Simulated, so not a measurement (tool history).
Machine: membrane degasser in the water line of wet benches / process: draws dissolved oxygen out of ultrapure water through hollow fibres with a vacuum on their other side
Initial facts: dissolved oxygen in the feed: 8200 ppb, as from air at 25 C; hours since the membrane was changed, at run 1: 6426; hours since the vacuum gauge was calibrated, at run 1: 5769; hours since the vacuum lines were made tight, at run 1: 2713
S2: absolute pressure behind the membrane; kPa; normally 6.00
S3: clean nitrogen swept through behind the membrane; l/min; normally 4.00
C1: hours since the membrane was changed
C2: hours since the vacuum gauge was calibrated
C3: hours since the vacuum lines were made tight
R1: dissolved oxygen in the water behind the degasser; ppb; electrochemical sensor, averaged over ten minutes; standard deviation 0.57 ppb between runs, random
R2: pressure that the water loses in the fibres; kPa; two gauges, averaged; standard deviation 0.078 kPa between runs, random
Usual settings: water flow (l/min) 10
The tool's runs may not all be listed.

{"run": 1, "hour": 0.0, "water flow (l/min)": 10, "S2": 6.0, "S3": 4.0, "C1": 6426, "C2": 5769, "C3": 2713, "R1": 56.7, "R2": 28.02}
{"run": 2, "hour": 148.3, "water flow (l/min)": 10, "S2": 6.0, "S3": 4.0, "C1": 6574, "C2": 5917, "C3": 2861, "R1": 57.1, "R2": 28.09}
{"run": 3, "hour": 380.0, "water flow (l/min)": 10, "S2": 6.0, "S3": 4.0, "C1": 6806, "C2": 6149, "C3": 3093, "R1": 56.7, "R2": 28.1}
{"run": 4, "hour": 616.6, "water flow (l/min)": 10, "S2": 6.0, "S3": 4.0, "C1": 7043, "C2": 6386, "C3": 3330, "R1": 57.7, "R2": 28.03}
{"run": 5, "hour": 829.3, "water flow (l/min)": 10, "S2": 6.0, "S3": 4.0, "C1": 7255, "C2": 6598, "C3": 3542, "R1": 58.6, "R2": 28.26}
{"run": 6, "hour": 958.0, "water flow (l/min)": 10, "S2": 6.0, "S3": 4.0, "C1": 7384, "C2": 6727, "C3": 3671, "R1": 58.4, "R2": 28.02}
{"run": 7, "hour": 1108.6, "water flow (l/min)": 10, "S2": 6.0, "S3": 4.0, "C1": 7535, "C2": 6878, "C3": 3822, "R1": 58.3, "R2": 28.12}
{"run": 8, "hour": 1253.5, "water flow (l/min)": 10, "S2": 6.0, "S3": 4.0, "C1": 7680, "C2": 7023, "C3": 3967, "R1": 56.9, "R2": 28.23}
{"run": 9, "hour": 1399.8, "water flow (l/min)": 10, "S2": 6.0, "S3": 4.0, "C1": 7826, "C2": 7169, "C3": 4113, "R1": 59.5, "R2": 28.26}
{"run": 10, "hour": 1578.6, "water flow (l/min)": 10, "S2": 6.0, "S3": 5.79, "C1": 8005, "C2": 7348, "C3": 4292, "R1": 52.3, "R2": 28.18}
{"run": 11, "hour": 1715.8, "water flow (l/min)": 10, "S2": 6.0, "S3": 5.79, "C1": 8142, "C2": 7485, "C3": 4429, "R1": 52.5, "R2": 28.33}
{"hour": 1768.2, "done": "vacuum gauge calibrated"}
{"run": 12, "hour": 1972.0, "water flow (l/min)": 10, "S2": 6.0, "S3": 4.0, "C1": 8398, "C2": 204, "C3": 4685, "R1": 59.4, "R2": 28.25}
{"run": 13, "hour": 2079.9, "water flow (l/min)": 11, "S2": 6.0, "S3": 4.0, "C1": 8505, "C2": 312, "C3": 4792, "R1": 73.6, "R2": 31.14}
{"run": 14, "hour": 2244.3, "water flow (l/min)": 11, "S2": 6.0, "S3": 4.0, "C1": 8670, "C2": 476, "C3": 4957, "R1": 73.4, "R2": 31.09}
{"run": 15, "hour": 2389.2, "water flow (l/min)": 16, "S2": 6.0, "S3": 4.0, "C1": 8815, "C2": 621, "C3": 5102, "R1": 160.2, "R2": 45.26}
{"run": 16, "hour": 2518.2, "water flow (l/min)": 10, "S2": 6.0, "S3": 1.68, "C1": 8944, "C2": 750, "C3": 5231, "R1": 90.4, "R2": 28.17}
{"run": 17, "hour": 2651.4, "water flow (l/min)": 10, "S2": 6.0, "S3": 1.68, "C1": 9077, "C2": 883, "C3": 5364, "R1": 90.0, "R2": 28.3}
{"hour": 2748.8, "done": "vacuum gauge calibrated, once more"}
{"run": 18, "hour": 2899.0, "water flow (l/min)": 10, "S2": 4.09, "S3": 3.01, "C1": 9324, "C2": 150, "C3": 5611, "R1": 46.5, "R2": 28.38}
{"run": 19, "hour": 3136.3, "water flow (l/min)": 7, "S2": 6.7, "S3": 11.26, "C1": 9561, "C2": 388, "C3": 5848, "R1": 19.1, "R2": 19.85}
{"run": 20, "hour": 3297.4, "water flow (l/min)": 13, "S2": 6.39, "S3": 2.33, "C1": 9722, "C2": 549, "C3": 6009, "R1": 121.7, "R2": 36.91}
{"hour": 3317.3, "done": "seals of the vacuum lines changed"}
{"run": 21, "hour": 3441.8, "water flow (l/min)": 13, "S2": 6.39, "S3": 2.33, "C1": 9865, "C2": 691, "C3": 124, "R1": 121.9, "R2": 36.9}
{"run": 22, "hour": 3573.0, "water flow (l/min)": 10, "S2": 3.8, "S3": 9.92, "C1": 9996, "C2": 822, "C3": 256, "R1": 41.1, "R2": 28.32}
{"run": 23, "hour": 3829.5, "water flow (l/min)": 10, "S2": 10.32, "S3": 3.64, "C1": 10253, "C2": 1079, "C3": 512, "R1": 89.2, "R2": 28.51}
{"run": 24, "hour": 3959.3, "water flow (l/min)": 10, "S2": 9.5, "S3": 4.0, "C1": 10382, "C2": 1209, "C3": 642, "R1": 78.5, "R2": 28.43}
{"run": 25, "hour": 4112.3, "water flow (l/min)": 14, "S2": 7.14, "S3": 7.01, "C1": 10535, "C2": 1362, "C3": 795, "R1": 116.7, "R2": 39.98}
{"run": 26, "hour": 4293.4, "water flow (l/min)": 13, "S2": 6.0, "S3": 2.99, "C1": 10716, "C2": 1543, "C3": 976, "R1": 113.1, "R2": 36.92}
{"run": 27, "hour": 4443.9, "water flow (l/min)": 13, "S2": 6.0, "S3": 2.99, "C1": 10867, "C2": 1693, "C3": 1127, "R1": 112.2, "R2": 37.17}
{"run": 28, "hour": 4641.0, "water flow (l/min)": 16, "S2": 6.1, "S3": 2.03, "C1": 11064, "C2": 1890, "C3": 1324, "R1": 187.4, "R2": 45.88}
{"run": 29, "hour": 4776.5, "water flow (l/min)": 16, "S2": 6.1, "S3": 2.03, "C1": 11200, "C2": 2026, "C3": 1459, "R1": 185.0, "R2": 45.92}
{"run": 30, "hour": 5040.6, "water flow (l/min)": 16, "S2": 6.1, "S3": 2.03, "C1": 11464, "C2": 2290, "C3": 1723, "R1": 189.3, "R2": 45.84}
{"run": 31, "hour": 5249.4, "water flow (l/min)": 16, "S2": 6.1, "S3": 2.03, "C1": 11672, "C2": 2499, "C3": 1932, "R1": 192.3, "R2": 45.91}
{"run": 32, "hour": 5494.6, "water flow (l/min)": 11, "S2": 13.2, "S3": 4.14, "C1": 11918, "C2": 2744, "C3": 2177, "R1": 120.0, "R2": 31.62}

Consider 3 possible next runs. They are alternatives, not a sequence: every one starts from the tool as it was left by run 32. What does each give?
{"run": "A", "hour": 5660.7, "water flow (l/min)": 12, "S2": 9.16, "S3": 2.69, "C1": 12084, "C2": 2910, "C3": 2343, "R1": "?", "R2": "?"}
{"run": "B", "hour": 5660.7, "water flow (l/min)": 10, "S2": 6.95, "S3": 6.26, "C1": 12084, "C2": 2910, "C3": 2343, "R1": "?", "R2": "?"}
{"run": "C", "hour": 5660.7, "water flow (l/min)": 9, "S2": 14.97, "S3": 7.46, "C1": 12084, "C2": 2910, "C3": 2343, "R1": "?", "R2": "?"}

run=A R1=136.5 R2=34.41
run=B R1=58.0 R2=28.69
run=C R1=67.4 R2=25.79
With no hidden state in the tool, these same runs would have given:
run=A R1=118.1 R2=32.62
run=B R1=46.4 R2=27.20
run=C R1=58.0 R2=24.45
